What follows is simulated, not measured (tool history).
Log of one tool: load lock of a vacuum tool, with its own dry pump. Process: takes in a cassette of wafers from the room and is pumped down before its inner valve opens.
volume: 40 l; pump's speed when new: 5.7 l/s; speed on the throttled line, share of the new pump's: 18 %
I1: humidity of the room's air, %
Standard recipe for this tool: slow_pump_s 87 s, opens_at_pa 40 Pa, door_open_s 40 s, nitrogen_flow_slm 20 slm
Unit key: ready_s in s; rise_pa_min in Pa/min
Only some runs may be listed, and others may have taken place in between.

Run 1, hour 0.0: usual settings; I1 46.9. Result: ready_s 129.0 s, rise_pa_min 0.074 Pa/min.
Run 2, hour 103.2: usual settings; I1 44.4. Result: ready_s 128.3 s, rise_pa_min 0.073 Pa/min.
Run 3, hour 192.2: usual settings; I1 47.8. Result: ready_s 127.8 s, rise_pa_min 0.077 Pa/min.
Run 4, hour 312.4: usual settings; I1 42.5. Result: ready_s 128.1 s, rise_pa_min 0.077 Pa/min.
Run 5, hour 404.3: usual settings; I1 45.8. Result: ready_s 128.9 s, rise_pa_min 0.081 Pa/min.
Run 6, hour 527.7: usual settings; I1 46.8. Result: ready_s 128.9 s, rise_pa_min 0.082 Pa/min.
Run 7, hour 657.7: usual settings; I1 48.4. Result: ready_s 128.4 s, rise_pa_min 0.088 Pa/min.
Run 8, hour 751.4: usual settings but opens_at_pa 43 Pa; I1 39.3. Result: ready_s 128.0 s, rise_pa_min 0.077 Pa/min.
Run 9, hour 855.5: usual settings but door_open_s 164 s; I1 43.3. Result: ready_s 128.9 s, rise_pa_min 0.105 Pa/min.
Run 10, hour 992.9: usual settings but door_open_s 164 s; I1 42.9. Result: ready_s 127.9 s, rise_pa_min 0.104 Pa/min.
Run 11, hour 1143.0: usual settings but opens_at_pa 32 Pa; I1 42.7. Result: ready_s 130.5 s, rise_pa_min 0.085 Pa/min.
Run 12, hour 1208.3: usual settings but opens_at_pa 32 Pa, nitrogen_flow_slm 10 slm; I1 45.9. Result: ready_s 130.0 s, rise_pa_min 0.099 Pa/min.
Run 13, hour 1369.5: usual settings but opens_at_pa 32 Pa, nitrogen_flow_slm 10 slm; I1 44.1. Result: ready_s 130.8 s, rise_pa_min 0.097 Pa/min.
Run 14, hour 1452.1: usual settings but opens_at_pa 41 Pa; I1 44.1. Result: ready_s 128.8 s, rise_pa_min 0.094 Pa/min.
Run 15, hour 1543.1: usual settings but door_open_s 26 s; I1 40.7. Result: ready_s 129.3 s, rise_pa_min 0.089 Pa/min.
Run 16, hour 1623.7: usual settings but door_open_s 26 s; I1 41.6. Result: ready_s 128.1 s, rise_pa_min 0.096 Pa/min.
Run 17, hour 1786.2: usual settings but door_open_s 26 s; I1 43.7. Result: ready_s 128.7 s, rise_pa_min 0.098 Pa/min.
Run 18, hour 1909.5: usual settings but opens_at_pa 79 Pa, door_open_s 26 s; I1 40.0. Result: ready_s 123.6 s, rise_pa_min 0.103 Pa/min.
Run 19, hour 2014.8: usual settings but opens_at_pa 79 Pa, door_open_s 26 s; I1 47.1. Result: ready_s 123.9 s, rise_pa_min 0.101 Pa/min.
Run 20, hour 2103.2: usual settings but slow_pump_s 85 s, door_open_s 76 s, nitrogen_flow_slm 18 slm; I1 39.9. Result: ready_s 128.0 s, rise_pa_min 0.113 Pa/min.
Run 21, hour 2190.6: usual settings but slow_pump_s 85 s, door_open_s 66 s, nitrogen_flow_slm 40 slm; I1 43.6. Result: ready_s 126.4 s, rise_pa_min 0.104 Pa/min.
Run 22, hour 2281.9: usual settings but opens_at_pa 79 Pa; I1 43.1. Result: ready_s 123.5 s, rise_pa_min 0.107 Pa/min.
Run 23, hour 2444.6: usual settings but opens_at_pa 29 Pa, door_open_s 196 s; I1 45.8. Result: ready_s 131.4 s, rise_pa_min 0.132 Pa/min.
Run 24, hour 2552.2: usual settings but slow_pump_s 116 s, opens_at_pa 36 Pa, door_open_s 174 s; I1 44.3. Result: ready_s 152.2 s, rise_pa_min 0.130 Pa/min.
Run 25, hour 2637.5: usual settings but slow_pump_s 58 s, opens_at_pa 31 Pa, door_open_s 174 s; I1 46.6. Result: ready_s 108.0 s, rise_pa_min 0.136 Pa/min.
Run 26, hour 2756.1: usual settings but slow_pump_s 58 s, opens_at_pa 31 Pa, door_open_s 174 s; I1 44.6. Result: ready_s 107.1 s, rise_pa_min 0.132 Pa/min.
Run 27, hour 2834.7: usual settings but slow_pump_s 58 s, opens_at_pa 31 Pa, door_open_s 174 s; I1 42.0. Result: ready_s 107.6 s, rise_pa_min 0.139 Pa/min.
Run 28, hour 2975.3: usual settings but slow_pump_s 58 s, opens_at_pa 31 Pa, door_open_s 174 s; I1 46.4. Result: ready_s 107.8 s, rise_pa_min 0.144 Pa/min.
Run 29, hour 3128.3: usual settings but slow_pump_s 58 s, opens_at_pa 31 Pa, door_open_s 203 s, nitrogen_flow_slm 13 slm; I1 48.4. Result: ready_s 107.6 s, rise_pa_min 0.158 Pa/min.
Run 30, hour 3223.5: usual settings but slow_pump_s 61 s, nitrogen_flow_slm 10 slm; I1 44.0. Result: ready_s 108.1 s, rise_pa_min 0.129 Pa/min.
Run 31, hour 3330.5: usual settings but slow_pump_s 61 s, opens_at_pa 36 Pa; I1 46.3. Result: ready_s 109.3 s, rise_pa_min 0.132 Pa/min.
Run 32, hour 3481.8: usual settings but slow_pump_s 56 s, opens_at_pa 75 Pa, door_open_s 71 s, nitrogen_flow_slm 22 slm; I1 43.3. Result: ready_s 99.5 s, rise_pa_min 0.134 Pa/min.
Run 33, hour 3562.5: usual settings but slow_pump_s 56 s, opens_at_pa 75 Pa, door_open_s 71 s, nitrogen_flow_slm 22 slm; I1 45.3. Result: ready_s 99.6 s, rise_pa_min 0.136 Pa/min.
Run 34, hour 3684.7: usual settings but slow_pump_s 56 s, opens_at_pa 75 Pa, door_open_s 71 s, nitrogen_flow_slm 22 slm; I1 47.3. Result: ready_s 99.6 s, rise_pa_min 0.145 Pa/min.
Run 35, hour 3761.7: usual settings but slow_pump_s 56 s, opens_at_pa 75 Pa, door_open_s 71 s, nitrogen_flow_slm 22 slm; I1 39.3. Result: ready_s 99.2 s, rise_pa_min 0.135 Pa/min.
Run 36, hour 3900.4: usual settings but slow_pump_s 53 s, opens_at_pa 36 Pa, door_open_s 41 s, nitrogen_flow_slm 22 slm; I1 46.9. Result: ready_s 102.1 s, rise_pa_min 0.134 Pa/min.
Run 37, hour 4003.0: usual settings but slow_pump_s 101 s, door_open_s 32 s; I1 43.2. Result: ready_s 140.3 s, rise_pa_min 0.138 Pa/min.

Forecast each of these 3 alternatives for the next run:
Run A, hour 4146.6: usual settings but opens_at_pa 71 Pa, door_open_s 92 s; I1 43.6. Result: ready_s ?, rise_pa_min ?.
Run B, hour 4146.6: usual settings but slow_pump_s 62 s, door_open_s 32 s; I1 45.2. Result: ready_s ?, rise_pa_min ?.
Run C, hour 4146.6: usual settings but slow_pump_s 172 s, opens_at_pa 54 Pa; I1 47.4. Result: ready_s ?, rise_pa_min ?.

run  ready_s  rise_pa_min
  A    125.3        0.155
  B    109.2        0.142
  C    195.4        0.139
Take away the tool's hidden state, keep each run's random variation, and the runs would have read:
run  ready_s  rise_pa_min
  A    123.0        0.034
  B    106.3        0.022
  C    193.9        0.016

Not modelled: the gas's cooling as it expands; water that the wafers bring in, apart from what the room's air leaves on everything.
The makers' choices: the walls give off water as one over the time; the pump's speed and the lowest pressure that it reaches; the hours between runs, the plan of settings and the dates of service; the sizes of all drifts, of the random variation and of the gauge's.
